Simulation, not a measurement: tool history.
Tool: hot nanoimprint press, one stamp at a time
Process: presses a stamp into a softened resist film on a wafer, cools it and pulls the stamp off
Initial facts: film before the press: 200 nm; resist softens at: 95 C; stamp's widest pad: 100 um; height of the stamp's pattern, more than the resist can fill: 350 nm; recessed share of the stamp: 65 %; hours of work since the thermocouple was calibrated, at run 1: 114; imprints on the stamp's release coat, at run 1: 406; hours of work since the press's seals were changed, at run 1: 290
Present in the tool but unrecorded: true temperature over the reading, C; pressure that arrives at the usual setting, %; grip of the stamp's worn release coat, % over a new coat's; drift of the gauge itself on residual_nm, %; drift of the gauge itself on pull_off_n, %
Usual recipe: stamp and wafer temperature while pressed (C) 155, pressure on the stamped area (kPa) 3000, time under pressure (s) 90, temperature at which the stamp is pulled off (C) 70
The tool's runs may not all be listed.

run	day	stamp and wafer temperature while pressed (C)	pressure on the stamped area (kPa)	time under pressure (s)	temperature at which the stamp is pulled off (C)	hours of work since the thermocouple was calibrated	imprints on the stamp's release coat	hours of work since the press's seals were changed	resist left under the stamp's widest pad (nm)	greatest force while the stamp is pulled off (N)
1	0	155	3000	90	70	114	406	290	95	162
2	1.175	155	3000	90	70	136	486	312	94.9	160
3	2.167	149	3000	90	70	155	553	331	116.5	170
4	3.358	155	3000	90	71	178	635	354	94.7	157
5	4.442	155	3000	90	71	198	709	374	94.8	158
6	5.767	155	3000	45	70	224	799	400	119.8	162
7	6.771	155	3000	45	70	243	867	419	120.2	163
8	7.492	155	3000	45	70	257	917	433	119.7	166
9	8.079	155	3000	45	70	268	957	444	119.6	162
10	8.65	155	3000	45	70	279	996	455	119.9	159
# day 10.042: stamp cleaned and given a new release coat
11	10.042	155	3000	45	70	301	0	477	119.6	158
# day 10.246: plate thermocouple calibrated
12	11.454	155	3000	45	70	23	87	501	119.6	165
13	12.471	155	3000	90	70	43	157	521	93.7	158
14	13.325	155	3000	136	70	59	215	537	79.7	159
15	14.542	155	3000	136	70	82	298	560	79.4	159
16	15.825	155	3000	136	70	107	386	585	79.6	162
17	17.179	155	3000	136	70	132	478	610	79.2	160
18	17.921	164	3000	90	75	147	528	625	67.3	145
19	19.133	159	2020	143	56	170	611	648	79.2	221
20	20.275	155	1950	90	70	192	689	670	108.9	160

Run 21 has not been measured yet. What should we expect?
21	21.112	155	1950	55	77	208	746	686	?	?

{"run 21": {"resist left under the stamp's widest pad (nm)": 127.7, "greatest force while the stamp is pulled off (N)": 128}}
The same run, on a tool lacking any hidden state, would have yielded resist left under the stamp's widest pad (nm) 131.2, greatest force while the stamp is pulled off (N) 127.
